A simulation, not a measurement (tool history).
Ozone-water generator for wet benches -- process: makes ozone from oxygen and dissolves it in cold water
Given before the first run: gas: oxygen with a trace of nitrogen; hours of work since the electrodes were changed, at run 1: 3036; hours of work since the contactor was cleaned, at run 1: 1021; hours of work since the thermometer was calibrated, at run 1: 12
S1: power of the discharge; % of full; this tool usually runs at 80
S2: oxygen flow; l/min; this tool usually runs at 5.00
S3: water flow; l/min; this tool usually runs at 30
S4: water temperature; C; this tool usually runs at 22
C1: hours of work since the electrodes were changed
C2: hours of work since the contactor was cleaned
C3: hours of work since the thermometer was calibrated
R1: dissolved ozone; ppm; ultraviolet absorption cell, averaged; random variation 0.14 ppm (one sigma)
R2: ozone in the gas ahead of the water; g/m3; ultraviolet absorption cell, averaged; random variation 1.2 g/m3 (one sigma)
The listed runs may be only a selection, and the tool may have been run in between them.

run    hour  S1    S2  S3  S4    C1    C2    C3    R1     R2
  1     0.0  80  5.00  30  22  3036  1021    12  15.6  221.4
  2   142.7  80  5.00  30  22  3145  1131   121  15.5  218.6
  3   209.8  55  5.00  30  22  3197  1182   172  11.6  162.3
  4   321.9  55  5.00  30  22  3283  1268   258  11.3  164.0
  5   413.8  55  5.00  30  22  3353  1338   329  11.6  161.7
  6   528.7  55  5.00  30  22  3441  1426   416  11.5  161.8
  7   615.5  80  5.00  30  22  3507  1493   483  15.7  218.7
  8   697.8  80  5.00  30  22  3570  1556   546  15.3  218.8
  9   811.2  80  5.00  30  22  3657  1642   633  15.8  220.4
 10   934.3  80  5.00  30  22  3752  1737   727  15.4  220.1
 11  1083.9  80  5.00  22  22  3866  1851   842  20.5  218.3
 12  1207.2  80  5.00  22  22  3960  1946   936  20.7  220.0
 13  1336.9  80  5.00  21  22  4060  2045  1035  21.3  217.9
 14  1454.0  80  5.00  21  22  4149  2135  1125  21.5  220.2
 15  1586.9  80  5.00  21  22  4251  2236  1227  21.6  217.8
 16  1740.6  80  5.00  30  22  4369  2354  1344  15.8  216.2
 17  1865.3  80  5.00  30  22  4464  2449  1440  15.9  216.3
 18  2002.7  47  5.10  40  18  4569  2555  1545   7.8  140.7
 19  2071.3  47  5.10  40  18  4622  2607  1597   8.2  141.5
     2208.5  -- contactor cleaned
 20  2236.3  47  5.10  40  18  4745    21  1721   8.2  139.8
 21  2328.1  73  5.10  18  18  4816    92  1791  23.8  200.8
 22  2480.8  80  3.55  30  20  4932   209  1908  14.6  241.5
 23  2617.6  81  3.03  25  17  5037   313  2013  16.9  258.6
 24  2721.5  91  3.03  25  22  5117   393  2092  17.7  284.1
 25  2828.7  59  6.29  25  22  5199   475  2174  15.3  155.8
 26  2948.9  59  6.29  25  22  5291   567  2266  15.0  154.7
     3028.0  -- gauge calibrated
 27  3089.1  94  3.02  24  19  5398   674  2374  19.3  296.5
 28  3221.3  76  5.00  19  24  5499   775  2475  21.8  211.3
 29  3328.0  76  2.50  42  24  5581   857  2556   7.6  269.6
 30  3398.9  76  2.50  42  24  5635   911  2611   8.0  267.8
 31  3492.1  76  2.50  42  24  5707   983  2682   7.7  267.3
 32  3557.9  76  2.50  42  24  5757  1033  2732   8.2  266.9

What differs in the tool's unlogged condition from the final listed run ahead of each entry between runs to the first listed run following it?
From run 19 to run 20: contactor cleaned (hour 2208.5)
  contactor's efficiency, % of a clean one's: 99.9 -> 100; drift of the gauge itself on gas_g_m3, %: -1.89 -> -2.03
  measured value less the no-hidden-state value, R2: -3.0 -> -3.1 g/m3
From run 26 to run 27: gauge calibrated (hour 3028.0)
  yield of the discharge, % of new electrodes': 99.8 -> 99.7; drift of the gauge itself on gas_g_m3, %: -2.68 -> -0.06
  measured value less the no-hidden-state value, R2: -4.6 -> -1.1 g/m3
